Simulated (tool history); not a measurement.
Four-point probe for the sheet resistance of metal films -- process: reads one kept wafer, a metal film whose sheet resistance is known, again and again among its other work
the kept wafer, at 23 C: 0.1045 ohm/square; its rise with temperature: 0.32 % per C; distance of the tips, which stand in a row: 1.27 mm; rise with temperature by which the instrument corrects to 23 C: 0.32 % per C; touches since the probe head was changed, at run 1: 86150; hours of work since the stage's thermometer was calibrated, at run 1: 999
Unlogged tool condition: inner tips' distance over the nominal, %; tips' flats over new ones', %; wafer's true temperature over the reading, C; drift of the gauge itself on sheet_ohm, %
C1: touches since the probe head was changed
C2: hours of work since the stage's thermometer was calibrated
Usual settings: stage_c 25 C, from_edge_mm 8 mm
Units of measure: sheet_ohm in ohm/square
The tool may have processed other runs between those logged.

run 1 hour=0 | stage_c=25 from_edge_mm=8 | C1=86150 C2=999 | sheet_ohm=0.10642
run 2 hour=23 | stage_c=28 from_edge_mm=8 | C1=87477 C2=1016 | sheet_ohm=0.106397
run 3 hour=76.3 | stage_c=28 from_edge_mm=8 | C1=90549 C2=1056 | sheet_ohm=0.106424
run 4 hour=99.3 | stage_c=28 from_edge_mm=8 | C1=91873 C2=1073 | sheet_ohm=0.106412
run 5 hour=148.3 | stage_c=25 from_edge_mm=10 | C1=94700 C2=1109 | sheet_ohm=0.105925
run 6 hour=186.4 | stage_c=25 from_edge_mm=10 | C1=96896 C2=1138 | sheet_ohm=0.105969
run 7 hour=212.6 | stage_c=25 from_edge_mm=10 | C1=98407 C2=1157 | sheet_ohm=0.105972
run 8 hour=266.7 | stage_c=29 from_edge_mm=10 | C1=101526 C2=1197 | sheet_ohm=0.106002
run 9 hour=302.3 | stage_c=29 from_edge_mm=10 | C1=103579 C2=1223 | sheet_ohm=0.105978
run 10 hour=355.9 | stage_c=25 from_edge_mm=3 | C1=106666 C2=1263 | sheet_ohm=0.114272
run 11 hour=398.4 | stage_c=25 from_edge_mm=3 | C1=109118 C2=1295 | sheet_ohm=0.114286
run 12 hour=449 | stage_c=28 from_edge_mm=8 | C1=112037 C2=1332 | sheet_ohm=0.106506
run 13 hour=497.1 | stage_c=28 from_edge_mm=8 | C1=114807 C2=1368 | sheet_ohm=0.10651
run 14 hour=546 | stage_c=28 from_edge_mm=8 | C1=117629 C2=1404 | sheet_ohm=0.106542
run 15 hour=585.2 | stage_c=28 from_edge_mm=8 | C1=119891 C2=1433 | sheet_ohm=0.106547
run 16 hour=624.9 | stage_c=28 from_edge_mm=8 | C1=122179 C2=1462 | sheet_ohm=0.106603
run 17 hour=670.6 | stage_c=28 from_edge_mm=8 | C1=124811 C2=1496 | sheet_ohm=0.106583
run 18 hour=717.2 | stage_c=30 from_edge_mm=4 | C1=127496 C2=1531 | sheet_ohm=0.110573
run 19 hour=750 | stage_c=24 from_edge_mm=3 | C1=129389 C2=1555 | sheet_ohm=0.114398
run 20 hour=786.6 | stage_c=19 from_edge_mm=5 | C1=131502 C2=1582 | sheet_ohm=0.108732
run 21 hour=829.6 | stage_c=21 from_edge_mm=55 | C1=133977 C2=1614 | sheet_ohm=0.105248
run 22 hour=858.4 | stage_c=21 from_edge_mm=55 | C1=135640 C2=1635 | sheet_ohm=0.105269
run 23 hour=881.8 | stage_c=20 from_edge_mm=21 | C1=136986 C2=1653 | sheet_ohm=0.105477
run 24 hour=915.1 | stage_c=30 from_edge_mm=17 | C1=138906 C2=1677 | sheet_ohm=0.105576
run 25 hour=939.7 | stage_c=30 from_edge_mm=17 | C1=140328 C2=1696 | sheet_ohm=0.105573
run 26 hour=984.1 | stage_c=30 from_edge_mm=17 | C1=142888 C2=1729 | sheet_ohm=0.105572
run 27 hour=1007 | stage_c=28 from_edge_mm=20 | C1=144206 C2=1746 | sheet_ohm=0.105476
run 28 hour=1036.3 | stage_c=18 from_edge_mm=16 | C1=145895 C2=1767 | sheet_ohm=0.105654
run 29 hour=1077 | stage_c=18 from_edge_mm=16 | C1=148244 C2=1797 | sheet_ohm=0.105651
run 30 hour=1117 | stage_c=22 from_edge_mm=14 | C1=150549 C2=1827 | sheet_ohm=0.105769
run 31 hour=1143 | stage_c=22 from_edge_mm=14 | C1=152046 C2=1846 | sheet_ohm=0.105778
run 32 hour=1165.7 | stage_c=22 from_edge_mm=4 | C1=153356 C2=1863 | sheet_ohm=0.110712
run 33 hour=1213.2 | stage_c=19 from_edge_mm=7 | C1=156094 C2=1898 | sheet_ohm=0.107151
run 34 hour=1264.7 | stage_c=33 from_edge_mm=3 | C1=159062 C2=1937 | sheet_ohm=0.114474

Predict each of these 5 candidate next runs independently; none follows another, all start after run 34:
run A hour=1319.1 | stage_c=25 from_edge_mm=38 | C1=162201 C2=1977 | sheet_ohm=?
run B hour=1319.1 | stage_c=22 from_edge_mm=13 | C1=162201 C2=1977 | sheet_ohm=?
run C hour=1319.1 | stage_c=30 from_edge_mm=19 | C1=162201 C2=1977 | sheet_ohm=?
run D hour=1319.1 | stage_c=23 from_edge_mm=18 | C1=162201 C2=1977 | sheet_ohm=?
run E hour=1319.1 | stage_c=30 from_edge_mm=23 | C1=162201 C2=1977 | sheet_ohm=?

run=A sheet_ohm=0.105388
run=B sheet_ohm=0.105867
run=C sheet_ohm=0.105615
run=D sheet_ohm=0.105635
run=E sheet_ohm=0.105477
Take away the tool's hidden state, keep each run's random variation, and the runs would have read:
run=A sheet_ohm=0.104535
run=B sheet_ohm=0.105012
run=C sheet_ohm=0.104759
run=D sheet_ohm=0.104782
run=E sheet_ohm=0.104622

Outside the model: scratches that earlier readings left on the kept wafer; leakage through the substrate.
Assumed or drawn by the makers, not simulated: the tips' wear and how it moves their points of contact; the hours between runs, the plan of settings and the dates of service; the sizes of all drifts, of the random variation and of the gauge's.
